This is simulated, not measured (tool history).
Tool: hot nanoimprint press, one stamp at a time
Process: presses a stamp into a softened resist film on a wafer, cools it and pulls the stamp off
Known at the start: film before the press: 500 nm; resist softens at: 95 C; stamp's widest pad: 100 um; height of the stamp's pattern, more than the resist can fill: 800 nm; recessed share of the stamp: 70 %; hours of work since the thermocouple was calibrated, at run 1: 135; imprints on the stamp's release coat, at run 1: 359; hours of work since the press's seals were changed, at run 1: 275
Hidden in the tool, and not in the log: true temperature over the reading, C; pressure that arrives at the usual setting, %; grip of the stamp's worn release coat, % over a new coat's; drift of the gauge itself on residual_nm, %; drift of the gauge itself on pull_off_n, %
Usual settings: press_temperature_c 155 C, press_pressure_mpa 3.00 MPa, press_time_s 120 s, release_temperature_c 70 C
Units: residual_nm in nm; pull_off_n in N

run   hour  press_temperature_c  press_pressure_mpa  press_time_s  release_temperature_c  hours of work since the thermocouple was calibrated  imprints on the stamp's release coat  hours of work since the press's seals were changed  residual_nm  pull_off_n
  1    0.0                  155                3.00           120                     70                                                  135                                   359                                                 275        253.7         180
  2   16.4                  155                3.00           120                     70                                                  142                                   398                                                 282        254.6         186
  3   27.1                  155                3.00           120                     70                                                  147                                   424                                                 286        255.1         186
  4   42.7                  155                3.00           120                     70                                                  153                                   461                                                 293        252.3         193
  5   53.3                  155                3.00           120                     65                                                  158                                   487                                                 297        255.8         208
  6   62.3                  155                2.14           120                     59                                                  161                                   509                                                 301        290.7         228
  7   71.6                  153                4.47           154                     75                                                  165                                   531                                                 305        205.8         172
  8   84.7                  150                2.84           118                     60                                                  171                                   563                                                 310        308.9         232
  9   95.4                  150                1.97           118                     60                                                  175                                   588                                                 315        354.2         227
 10  104.8                  150                1.97           118                     60                                                  179                                   611                                                 319        353.2         223

Forecast each of these 4 alternatives for the next run:
  A  119.3                  146                3.00           198                     70                                                  185                                   646                                                 325            ?           ?
  B  119.3                  157                4.14            76                     60                                                  185                                   646                                                 325            ?           ?
  C  119.3                  145                2.55           118                     60                                                  185                                   646                                                 325            ?           ?
  D  119.3                  157                1.97           109                     60                                                  185                                   646                                                 325            ?           ?

run  residual_nm  pull_off_n
  A        298.5         201
  B        240.2         229
  C        368.6         235
  D        300.9         244
Without the tool's hidden state the same runs would have given:
run  residual_nm  pull_off_n
  A        284.4         170
  B        228.3         194
  C        355.9         199
  D        289.7         206

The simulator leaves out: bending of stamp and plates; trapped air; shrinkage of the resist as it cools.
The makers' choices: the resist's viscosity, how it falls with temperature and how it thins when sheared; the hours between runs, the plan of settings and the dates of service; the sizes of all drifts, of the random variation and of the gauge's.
